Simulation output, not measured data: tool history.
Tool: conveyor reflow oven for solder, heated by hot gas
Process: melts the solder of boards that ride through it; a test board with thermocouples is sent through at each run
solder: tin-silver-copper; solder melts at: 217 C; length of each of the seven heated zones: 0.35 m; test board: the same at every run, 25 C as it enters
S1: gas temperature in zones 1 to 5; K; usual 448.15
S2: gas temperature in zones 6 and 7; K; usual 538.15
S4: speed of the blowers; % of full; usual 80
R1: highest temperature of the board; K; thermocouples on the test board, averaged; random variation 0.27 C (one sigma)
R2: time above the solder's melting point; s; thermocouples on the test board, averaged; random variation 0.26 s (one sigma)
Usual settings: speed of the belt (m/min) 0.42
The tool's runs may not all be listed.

run 1 hour=0 | S1=448.15 S2=538.15 speed_of_the_belt_(m/min)=0.42 S4=80 | R1=525.05 R2=76.6
-- hour=38.7 belt drive overhauled, speed set with a stopwatch
run 2 hour=39 | S1=448.15 S2=538.15 speed_of_the_belt_(m/min)=0.42 S4=80 | R1=525.55 R2=75.7
run 3 hour=90.1 | S1=448.15 S2=538.15 speed_of_the_belt_(m/min)=0.345 S4=80 | R1=529.45 R2=99.1
run 4 hour=137.6 | S1=448.15 S2=538.15 speed_of_the_belt_(m/min)=0.345 S4=80 | R1=529.35 R2=98.8
run 5 hour=191.2 | S1=448.15 S2=538.15 speed_of_the_belt_(m/min)=0.345 S4=80 | R1=529.55 R2=99.8
run 6 hour=242.3 | S1=448.15 S2=538.15 speed_of_the_belt_(m/min)=0.345 S4=80 | R1=529.35 R2=99.7
run 7 hour=276 | S1=448.15 S2=538.15 speed_of_the_belt_(m/min)=0.345 S4=80 | R1=529.75 R2=99.2
run 8 hour=318.8 | S1=448.15 S2=538.15 speed_of_the_belt_(m/min)=0.42 S4=80 | R1=524.05 R2=75.7
run 9 hour=377.3 | S1=448.15 S2=538.15 speed_of_the_belt_(m/min)=0.391 S4=80 | R1=525.65 R2=83.4
run 10 hour=445.4 | S1=448.15 S2=538.15 speed_of_the_belt_(m/min)=0.391 S4=80 | R1=525.95 R2=83
run 11 hour=476.2 | S1=448.15 S2=538.15 speed_of_the_belt_(m/min)=0.391 S4=80 | R1=526.05 R2=83.1
-- hour=510.8 flux residue cleaned out of gas plates and filters
run 12 hour=523.6 | S1=448.15 S2=538.15 speed_of_the_belt_(m/min)=0.42 S4=80 | R1=522.95 R2=73.8
run 13 hour=579.5 | S1=448.15 S2=538.15 speed_of_the_belt_(m/min)=0.42 S4=70 | R1=521.75 R2=72.1
run 14 hour=627.6 | S1=448.15 S2=538.15 speed_of_the_belt_(m/min)=0.42 S4=70 | R1=521.85 R2=71.7
-- hour=660.6 flux residue cleaned out of gas plates and filters, once more
run 15 hour=661.6 | S1=448.15 S2=538.15 speed_of_the_belt_(m/min)=0.42 S4=70 | R1=523.95 R2=75.3
run 16 hour=729 | S1=441.15 S2=533.15 speed_of_the_belt_(m/min)=0.456 S4=53 | R1=512.95 R2=51.3
run 17 hour=788 | S1=441.15 S2=533.15 speed_of_the_belt_(m/min)=0.456 S4=53 | R1=512.35 R2=51.1
run 18 hour=856 | S1=448.15 S2=545.15 speed_of_the_belt_(m/min)=0.412 S4=80 | R1=531.75 R2=83.9

Run 19 comes next. What will it give?
run 19 hour=922.9 | S1=448.15 S2=545.15 speed_of_the_belt_(m/min)=0.412 S4=80 | R1=? R2=?

Run 19 gave R1 531.25 K, R2 83.8 s.
Without the tool's hidden state the same run would have given R1 532.35 K, R2 84.1 s.
